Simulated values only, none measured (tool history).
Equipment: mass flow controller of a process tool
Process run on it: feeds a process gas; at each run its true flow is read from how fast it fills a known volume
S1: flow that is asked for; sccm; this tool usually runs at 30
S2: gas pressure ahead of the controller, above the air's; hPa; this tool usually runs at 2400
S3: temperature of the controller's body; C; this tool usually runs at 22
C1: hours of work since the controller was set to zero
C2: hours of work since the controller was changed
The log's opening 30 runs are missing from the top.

run 31 day=106.092 | S1=6 S2=2370 S3=40 | C1=7387 C2=7387 | true_flow_(%)=98.43
run 32 day=108.258 | S1=6 S2=2370 S3=40 | C1=7415 C2=7415 | true_flow_(%)=98.38
run 33 day=113.108 | S1=9 S2=2440 S3=22 | C1=7477 C2=7477 | true_flow_(%)=97.52
run 34 day=117.838 | S1=24 S2=2670 S3=38 | C1=7537 C2=7537 | true_flow_(%)=99.64
run 35 day=122.596 | S1=37 S2=2280 S3=29 | C1=7598 C2=7598 | true_flow_(%)=99.58
run 36 day=127.608 | S1=37 S2=2120 S3=33 | C1=7663 C2=7663 | true_flow_(%)=99.75
run 37 day=132.662 | S1=37 S2=2120 S3=33 | C1=7727 C2=7727 | true_flow_(%)=99.78
run 38 day=136.142 | S1=11 S2=2400 S3=31 | C1=7772 C2=7772 | true_flow_(%)=98.20
run 39 day=139.754 | S1=11 S2=2400 S3=31 | C1=7818 C2=7818 | true_flow_(%)=98.22
run 40 day=144.317 | S1=11 S2=2400 S3=21 | C1=7877 C2=7877 | true_flow_(%)=97.60
run 41 day=149.521 | S1=7 S2=2230 S3=39 | C1=7943 C2=7943 | true_flow_(%)=98.35
run 42 day=153.992 | S1=30 S2=1760 S3=23 | C1=8001 C2=8001 | true_flow_(%)=98.42
run 43 day=158.083 | S1=33 S2=2400 S3=24 | C1=8053 C2=8053 | true_flow_(%)=99.16
run 44 day=163.058 | S1=33 S2=2400 S3=24 | C1=8117 C2=8117 | true_flow_(%)=99.14
run 45 day=166.758 | S1=41 S2=2540 S3=22 | C1=8164 C2=8164 | true_flow_(%)=99.61
run 46 day=168.983 | S1=19 S2=2400 S3=38 | C1=8193 C2=8193 | true_flow_(%)=99.13
run 47 day=172.038 | S1=19 S2=2400 S3=38 | C1=8232 C2=8232 | true_flow_(%)=99.15
run 48 day=177.342 | S1=15 S2=2370 S3=21 | C1=8300 C2=8300 | true_flow_(%)=97.84
run 49 day=180.246 | S1=15 S2=2370 S3=30 | C1=8337 C2=8337 | true_flow_(%)=98.35

What if the next run were any one of these 3? Each begins from the tool's condition after run 49:
run A day=184.988 | S1=12 S2=2400 S3=22 | C1=8398 C2=8398 | true_flow_(%)=?
run B day=184.988 | S1=14 S2=1490 S3=24 | C1=8398 C2=8398 | true_flow_(%)=?
run C day=184.988 | S1=30 S2=2310 S3=22 | C1=8398 C2=8398 | true_flow_(%)=?

run=A true_flow_(%)=97.70
run=B true_flow_(%)=97.31
run=C true_flow_(%)=98.85
Without the tool's hidden state the same runs would have given:
run=A true_flow_(%)=97.70
run=B true_flow_(%)=97.31
run=C true_flow_(%)=98.85
